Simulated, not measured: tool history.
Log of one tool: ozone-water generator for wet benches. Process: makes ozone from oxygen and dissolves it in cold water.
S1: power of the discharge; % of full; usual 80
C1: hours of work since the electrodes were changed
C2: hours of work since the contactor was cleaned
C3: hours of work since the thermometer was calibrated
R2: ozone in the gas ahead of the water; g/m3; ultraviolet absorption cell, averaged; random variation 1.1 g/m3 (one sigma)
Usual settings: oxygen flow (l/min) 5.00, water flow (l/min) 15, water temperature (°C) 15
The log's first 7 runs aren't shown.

Run 8, day 11.488: usual settings; C1 2115; C2 4341; C3 2115. Result: dissolved ozone (ppm) 21.5, R2 196.7 g/m3.
Run 9, day 12.975: usual settings but water temperature (°C) 16; C1 2147; C2 4372; C3 2147. Result: dissolved ozone (ppm) 21.5, R2 196.0 g/m3.
Run 10, day 14.704: usual settings; C1 2183; C2 4409; C3 2183. Result: dissolved ozone (ppm) 21.6, R2 195.1 g/m3.
Run 11, day 15.938: usual settings; C1 2210; C2 4435; C3 2210. Result: dissolved ozone (ppm) 21.6, R2 193.8 g/m3.
Run 12, day 17.679: usual settings; C1 2247; C2 4472; C3 2247. Result: dissolved ozone (ppm) 21.5, R2 194.3 g/m3.
Run 13, day 19.983: usual settings; C1 2296; C2 4521; C3 2296. Result: dissolved ozone (ppm) 21.6, R2 195.9 g/m3.
Run 14, day 21.233: usual settings; C1 2322; C2 4548; C3 2322. Result: dissolved ozone (ppm) 21.5, R2 193.6 g/m3.
Run 15, day 23.025: usual settings; C1 2360; C2 4586; C3 2360. Result: dissolved ozone (ppm) 22.0, R2 194.6 g/m3.
Run 16, day 25.171: usual settings; C1 2406; C2 4631; C3 2406. Result: dissolved ozone (ppm) 21.6, R2 192.6 g/m3.
Run 17, day 27.154: usual settings but S1 66 % of full, oxygen flow (l/min) 6.23; C1 2448; C2 4673; C3 2448. Result: dissolved ozone (ppm) 18.4, R2 147.3 g/m3.
Run 18, day 28.792: usual settings but S1 98 % of full; C1 2482; C2 4708; C3 2482. Result: dissolved ozone (ppm) 26.0, R2 228.4 g/m3.
Run 19, day 30.912: usual settings but S1 98 % of full, oxygen flow (l/min) 3.30, water flow (l/min) 12, water temperature (°C) 8; C1 2527; C2 4753; C3 2527. Result: dissolved ozone (ppm) 33.9, R2 281.9 g/m3.
At day 32.158: water thermometer calibrated.
At day 33.029: gauge calibrated.
Run 20, day 33.029: usual settings but water temperature (°C) 14; C1 2572; C2 4797; C3 18. Result: dissolved ozone (ppm) 21.9, R2 197.4 g/m3.
Run 21, day 35.121: usual settings but water temperature (°C) 14; C1 2616; C2 4842; C3 63. Result: dissolved ozone (ppm) 21.8, R2 198.1 g/m3.
Run 22, day 37.192: usual settings but S1 41 % of full, oxygen flow (l/min) 8.51, water flow (l/min) 12, water temperature (°C) 16; C1 2660; C2 4886; C3 107. Result: dissolved ozone (ppm) 13.7, R2 83.3 g/m3.
Run 23, day 39.050: usual settings but water temperature (°C) 11; C1 2700; C2 4925; C3 146. Result: dissolved ozone (ppm) 23.1, R2 195.9 g/m3.
Run 24, day 40.821: usual settings but S1 52 % of full, water temperature (°C) 12; C1 2737; C2 4963; C3 184. Result: dissolved ozone (ppm) 15.4, R2 134.4 g/m3.

The next listed run, before its measurement:
Run 25, day 43.092: usual settings but S1 83 % of full, oxygen flow (l/min) 3.55, water temperature (°C) 12; C1 2785; C2 5011; C3 232. Result: dissolved ozone (ppm) ?, R2 ?.

dissolved ozone (ppm): 22.7
R2: 240.2 g/m3
Without the tool's hidden state the same run would have given dissolved ozone (ppm) 22.8, R2 242.8 g/m3.

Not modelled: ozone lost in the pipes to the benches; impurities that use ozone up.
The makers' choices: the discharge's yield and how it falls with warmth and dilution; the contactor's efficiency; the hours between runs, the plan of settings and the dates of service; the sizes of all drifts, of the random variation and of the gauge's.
